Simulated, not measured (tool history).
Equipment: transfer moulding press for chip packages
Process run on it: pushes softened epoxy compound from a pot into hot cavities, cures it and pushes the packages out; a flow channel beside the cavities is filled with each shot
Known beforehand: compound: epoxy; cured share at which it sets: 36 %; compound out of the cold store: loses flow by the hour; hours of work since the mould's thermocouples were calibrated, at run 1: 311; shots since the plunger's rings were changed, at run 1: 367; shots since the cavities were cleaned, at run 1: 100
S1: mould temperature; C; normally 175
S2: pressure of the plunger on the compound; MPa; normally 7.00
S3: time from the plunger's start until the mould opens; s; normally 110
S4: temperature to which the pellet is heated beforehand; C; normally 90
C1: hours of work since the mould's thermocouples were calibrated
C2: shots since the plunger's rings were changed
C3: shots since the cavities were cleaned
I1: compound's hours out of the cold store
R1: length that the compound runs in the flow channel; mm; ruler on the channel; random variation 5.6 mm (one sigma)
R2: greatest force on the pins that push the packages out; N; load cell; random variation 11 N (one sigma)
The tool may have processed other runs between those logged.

run   hour   S1    S2   S3  S4   C1    C2   C3    I1   R1    R2
  1    0.0  175  7.00  110  90  311   367  100  30.6  653   580
  2   24.3  175  7.00  110  90  323   557  290  11.8  718   764
  3   36.6  175  7.00  110  92  329   654  387  21.2  685   806
  4   53.5  175  7.00  110  90  337   786  519  32.4  659   830
  5   70.0  175  7.00  110  90  345   916  649  26.8  669   903
  6   86.6  175  7.00  110  90  353  1046  779   8.2  703   939
  7  110.7  175  7.00  110  90  364  1235  968  15.9  698   956
     126.1  -- cavities cleaned with cleaning compound and waxed
  8  135.8  175  7.00  127  90  376  1420   76  33.2  652   531
  9  153.6  175  8.68  127  90  384  1559  215  23.9  744   669
 10  167.0  175  8.68  127  90  391  1664  320  10.3  794   718
 11  186.7  175  5.58  127  90  400  1818  474   9.3  633   824
 12  203.6  175  7.00  121  90  408  1951  607  16.0  689   855
 13  229.9  175  8.67  110  90  421  2157  813  24.1  741   935
 14  252.0  175  7.00  110  80  432  2331  987  32.5  645   969
     264.9  -- cavities cleaned with cleaning compound and waxed
 15  264.9  178  7.82   92  98  437  2419    0  16.4  704   531
 16  282.0  178  7.82   92  98  446  2554  135  33.7  666   662
 17  295.2  178  7.82   92  98  452  2657  238  30.9  682   747
 18  313.0  171  7.00  115  88  460  2797  378  27.9  653   838
 19  334.9  171  7.00  115  88  471  2968  549  47.4  609   886
 20  354.3  170  8.33  110  84  480  3120  701  23.3  726  1062
 21  378.6  170  6.70   93  84  492  3311  892  37.8  612  1480
     403.0  -- cavities cleaned with cleaning compound and waxed
 22  403.0  168  7.00   98  95  503  3490    0  35.0  627   727
 23  417.8  175  6.74   97  86  510  3606  116  31.8  622   673
 24  429.6  175  6.74   97  86  516  3699  209  14.8  658   773
 25  456.2  175  6.20   95  90  529  3908  418   8.6  648   967
 26  479.7  175  6.20   95  90  540  4091  601  11.6  635  1029
     500.8  -- plunger's sealing rings changed
 27  504.6  178  7.00  120  90  551    30  777  11.1  726   902
 28  524.3  182  7.41  120  90  561   185  932  36.9  658   915

3 ways to go on from here, each from the tool as it stands after run 28. What would each give?
     543.2  -- cavities cleaned with cleaning compound and waxed
  A  553.4  181  7.41  115  97  574  401  80  43.8   ?   ?
     543.2  -- cavities cleaned with cleaning compound and waxed
  B  553.4  173  5.30  110  90  574  401  80  23.4   ?   ?
     543.2  -- cavities cleaned with cleaning compound and waxed
  C  553.4  182  7.00   91  81  574  401  80  43.8   ?   ?

run   R1   R2
  A  653  504
  B  593  574
  C  626  569
Stripped of hidden state, with their random variation kept, the same runs would have yielded:
run   R1   R2
  A  660  432
  B  599  512
  C  632  498

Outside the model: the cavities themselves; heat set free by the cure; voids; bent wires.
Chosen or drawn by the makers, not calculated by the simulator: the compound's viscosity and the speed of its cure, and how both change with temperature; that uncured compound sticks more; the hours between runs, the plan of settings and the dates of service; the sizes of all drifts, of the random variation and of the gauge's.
